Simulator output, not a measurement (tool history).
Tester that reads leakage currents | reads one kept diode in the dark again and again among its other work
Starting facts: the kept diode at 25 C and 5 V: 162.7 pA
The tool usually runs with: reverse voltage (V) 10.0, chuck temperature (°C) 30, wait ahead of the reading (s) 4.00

run,day,reverse voltage (V),chuck temperature (°C),wait ahead of the reading (s),current that the tester gives (pA)
1,0.000,10.0,30,4.00,381.52
2,2.392,10.0,30,4.00,382.09
3,4.867,10.0,30,0.36,386.04
4,7.908,10.0,30,0.36,385.48
5,10.729,10.0,31,0.36,421.10
6,12.825,10.0,31,0.36,420.72
7,14.829,10.0,31,0.36,422.34
8,17.525,10.0,31,0.36,419.25
# day 17.733: tester calibrated
9,18.950,10.0,31,0.36,420.44
10,21.921,10.0,30,7.71,380.97
11,24.033,10.0,30,7.71,380.74
12,26.300,9.3,23,9.56,199.74
# day 29.208: tester calibrated, once more
13,29.208,1.4,22,9.56,68.22
14,31.217,1.4,22,4.76,67.94
# day 32.821: probe card cleaned and baked
15,34.104,1.3,36,4.00,232.37
16,36.954,11.6,30,3.80,382.59
17,39.204,11.6,25,0.34,241.88
18,41.138,11.6,25,0.34,241.96
19,43.279,7.3,25,0.34,192.70
20,46.054,7.3,25,0.34,193.87
21,48.342,14.2,42,0.87,1246.01

Alternative continuations, all from the tool just after run 21; predict every row:
A,50.583,14.2,26,6.93,?
B,50.583,14.6,54,4.00,?
C,50.583,17.4,56,2.50,?

run,current that the tester gives (pA)
A,289.61
B,3423.43
C,4386.67
Had the tool no hidden state, the same runs would have come out as:
run,current that the tester gives (pA)
A,296.73
B,3526.76
C,4517.74
